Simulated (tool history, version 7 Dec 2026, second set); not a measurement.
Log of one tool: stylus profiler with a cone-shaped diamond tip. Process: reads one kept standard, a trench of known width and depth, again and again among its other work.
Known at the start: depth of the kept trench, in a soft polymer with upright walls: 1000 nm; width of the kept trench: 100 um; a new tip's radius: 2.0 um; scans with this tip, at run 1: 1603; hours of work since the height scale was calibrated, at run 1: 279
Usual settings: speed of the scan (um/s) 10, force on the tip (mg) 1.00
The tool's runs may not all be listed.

run,hour,speed of the scan (um/s),force on the tip (mg),scans with this tip,hours of work since the height scale was calibrated,depth of the trench (angstrom),width of the trench's floor (nm)
1,0.0,10,1.00,1603,279,10063.7,96310
2,19.7,10,1.00,1668,290,10063.5,96360
3,42.6,10,1.00,1744,304,10062.4,96290
4,65.0,10,1.00,1819,317,10064.6,96280
5,84.5,3,1.00,1884,328,10064.2,96360
6,111.6,3,1.00,1974,344,10060.5,96330
7,123.8,3,1.00,2014,351,10061.8,96250
8,150.6,3,1.00,2104,366,10065.7,96280
9,172.2,3,1.00,2176,379,10059.3,96260
10,197.4,10,1.00,2259,393,10062.2,96230
11,220.4,24,0.45,2336,407,10034.5,96150
12,240.2,24,0.45,2402,418,10023.1,96140
13,253.7,24,0.45,2447,426,10034.2,96090
14,266.7,4,0.67,2490,433,10045.1,96200
15,293.5,3,2.25,2579,449,10107.3,96230
16,318.5,3,2.25,2662,463,10107.6,96270
17,343.3,3,2.16,2745,478,10102.0,96240
18,357.1,3,2.16,2791,486,10104.1,96210
19,384.5,3,2.16,2882,502,10102.4,96240

Forecast each of these 5 alternatives for the next run:
A,401.8,9,0.52,2939,512,?,?
B,401.8,3,0.40,2939,512,?,?
C,401.8,2,1.09,2939,512,?,?
D,401.8,24,0.61,2939,512,?,?
E,401.8,3,1.09,2939,512,?,?

run,depth of the trench (angstrom),width of the trench's floor (nm)
A,10030.2,96190
B,10022.9,96220
C,10063.0,96200
D,10038.4,96080
E,10059.9,96180
Without the tool's hidden state the same runs would have given:
run,depth of the trench (angstrom),width of the trench's floor (nm)
A,10041.5,96490
B,10034.2,96520
C,10074.4,96500
D,10049.7,96380
E,10071.2,96480

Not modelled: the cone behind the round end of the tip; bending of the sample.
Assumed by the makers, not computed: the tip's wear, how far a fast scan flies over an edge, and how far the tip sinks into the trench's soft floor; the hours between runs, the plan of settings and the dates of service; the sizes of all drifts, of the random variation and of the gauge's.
